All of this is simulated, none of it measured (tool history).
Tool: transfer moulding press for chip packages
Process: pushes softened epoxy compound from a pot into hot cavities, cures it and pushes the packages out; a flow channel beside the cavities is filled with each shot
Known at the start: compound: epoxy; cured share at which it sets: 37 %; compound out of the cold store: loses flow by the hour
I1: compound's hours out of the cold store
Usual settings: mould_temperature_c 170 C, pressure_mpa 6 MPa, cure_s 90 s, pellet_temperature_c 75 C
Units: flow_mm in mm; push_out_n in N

run 1 hour=0 | mould_temperature_c=170 pressure_mpa=6 cure_s=90 pellet_temperature_c=75 | I1=28.8 | flow_mm=559 push_out_n=356
-- hour=41.1 cavities cleaned with cleaning compound and waxed
run 2 hour=46.3 | mould_temperature_c=170 pressure_mpa=6 cure_s=101 pellet_temperature_c=75 | I1=16.8 | flow_mm=578 push_out_n=332
-- hour=79.3 mould's thermocouples calibrated
-- hour=88 cavities cleaned with cleaning compound and waxed
run 3 hour=88 | mould_temperature_c=170 pressure_mpa=6 cure_s=101 pellet_temperature_c=75 | I1=34.4 | flow_mm=538 push_out_n=318
-- hour=129.7 cavities cleaned with cleaning compound and waxed
run 4 hour=139 | mould_temperature_c=170 pressure_mpa=6 cure_s=101 pellet_temperature_c=75 | I1=34.8 | flow_mm=535 push_out_n=300
-- hour=172.2 cavities cleaned with cleaning compound and waxed
-- hour=212.8 cavities cleaned with cleaning compound and waxed
run 5 hour=214.3 | mould_temperature_c=170 pressure_mpa=6 cure_s=101 pellet_temperature_c=75 | I1=18.8 | flow_mm=577 push_out_n=339
-- hour=252.5 cavities cleaned with cleaning compound and waxed
run 6 hour=252.5 | mould_temperature_c=170 pressure_mpa=6 cure_s=90 pellet_temperature_c=75 | I1=13.1 | flow_mm=583 push_out_n=367
-- hour=293.8 cavities cleaned with cleaning compound and waxed
run 7 hour=308.7 | mould_temperature_c=170 pressure_mpa=6 cure_s=90 pellet_temperature_c=70 | I1=43.8 | flow_mm=520 push_out_n=353
-- hour=335.4 cavities cleaned with cleaning compound and waxed
run 8 hour=344.7 | mould_temperature_c=170 pressure_mpa=6 cure_s=90 pellet_temperature_c=70 | I1=25.5 | flow_mm=561 push_out_n=351
-- hour=376.3 cavities cleaned with cleaning compound and waxed
run 9 hour=388.8 | mould_temperature_c=170 pressure_mpa=6 cure_s=90 pellet_temperature_c=75 | I1=29.3 | flow_mm=554 push_out_n=358
-- hour=404.2 plunger's sealing rings changed
-- hour=422.8 cavities cleaned with cleaning compound and waxed
run 10 hour=450.2 | mould_temperature_c=170 pressure_mpa=6 cure_s=90 pellet_temperature_c=75 | I1=28.1 | flow_mm=550 push_out_n=360
-- hour=462 cavities cleaned with cleaning compound and waxed
-- hour=504.6 cavities cleaned with cleaning compound and waxed
run 11 hour=505 | mould_temperature_c=170 pressure_mpa=6 cure_s=90 pellet_temperature_c=75 | I1=43 | flow_mm=524 push_out_n=354
-- hour=546.6 cavities cleaned with cleaning compound and waxed
run 12 hour=582.1 | mould_temperature_c=166 pressure_mpa=6 cure_s=90 pellet_temperature_c=75 | I1=15.4 | flow_mm=589 push_out_n=436
-- hour=590.9 cavities cleaned with cleaning compound and waxed
-- hour=634 cavities cleaned with cleaning compound and waxed
run 13 hour=634.1 | mould_temperature_c=166 pressure_mpa=6 cure_s=82 pellet_temperature_c=75 | I1=39.1 | flow_mm=536 push_out_n=504
-- hour=675.2 cavities cleaned with cleaning compound and waxed
run 14 hour=687.3 | mould_temperature_c=170 pressure_mpa=6 cure_s=103 pellet_temperature_c=75 | I1=46.2 | flow_mm=506 push_out_n=318
-- hour=707.7 mould's thermocouples calibrated
-- hour=717.8 cavities cleaned with cleaning compound and waxed
-- hour=756.5 cavities cleaned with cleaning compound and waxed
run 15 hour=756.5 | mould_temperature_c=170 pressure_mpa=6 cure_s=103 pellet_temperature_c=75 | I1=15.4 | flow_mm=568 push_out_n=323

Forecast run 16:
-- hour=798.8 cavities cleaned with cleaning compound and waxed
run 16 hour=818.9 | mould_temperature_c=170 pressure_mpa=6 cure_s=103 pellet_temperature_c=75 | I1=24.6 | flow_mm=? push_out_n=?

{"run 16": {"flow_mm": 561, "push_out_n": 341}}
Without the tool's hidden state the same run would have given flow_mm 562 mm, push_out_n 337 N.

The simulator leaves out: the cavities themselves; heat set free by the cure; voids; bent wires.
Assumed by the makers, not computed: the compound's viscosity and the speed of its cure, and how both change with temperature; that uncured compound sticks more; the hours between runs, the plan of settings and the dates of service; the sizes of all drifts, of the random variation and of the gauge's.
